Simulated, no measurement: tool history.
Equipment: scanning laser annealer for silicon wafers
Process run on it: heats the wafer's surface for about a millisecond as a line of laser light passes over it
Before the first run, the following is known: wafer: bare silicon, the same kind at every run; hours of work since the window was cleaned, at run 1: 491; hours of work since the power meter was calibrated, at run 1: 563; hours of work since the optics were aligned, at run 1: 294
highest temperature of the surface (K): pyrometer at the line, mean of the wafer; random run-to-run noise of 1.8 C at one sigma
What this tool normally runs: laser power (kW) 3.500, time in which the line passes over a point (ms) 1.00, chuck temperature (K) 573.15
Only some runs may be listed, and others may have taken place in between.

run	day	laser power (kW)	time in which the line passes over a point (ms)	chuck temperature (K)	hours of work since the window was cleaned	hours of work since the power meter was calibrated	hours of work since the optics were aligned	highest temperature of the surface (K)
1	0.000	3.500	1.00	573.15	491	563	294	1307.15
2	0.771	3.500	1.00	573.15	502	575	306	1299.15
3	1.508	3.500	1.00	573.15	513	586	317	1301.15
4	2.121	3.500	1.00	573.15	522	595	326	1302.15
5	3.146	3.500	1.00	556.15	538	610	341	1286.15
6	3.975	3.500	1.00	556.15	550	622	353	1287.15
7	4.721	3.537	0.82	556.15	561	634	364	1212.15
8	5.804	3.534	1.13	601.15	577	650	381	1393.15

For run 9, what comes out?
9	6.629	3.534	1.13	601.15	590	662	393	?

highest temperature of the surface (K): 1392.15
On a tool with no hidden condition, and with the same random variation, this run would have come out at highest temperature of the surface (K) 1392.15.

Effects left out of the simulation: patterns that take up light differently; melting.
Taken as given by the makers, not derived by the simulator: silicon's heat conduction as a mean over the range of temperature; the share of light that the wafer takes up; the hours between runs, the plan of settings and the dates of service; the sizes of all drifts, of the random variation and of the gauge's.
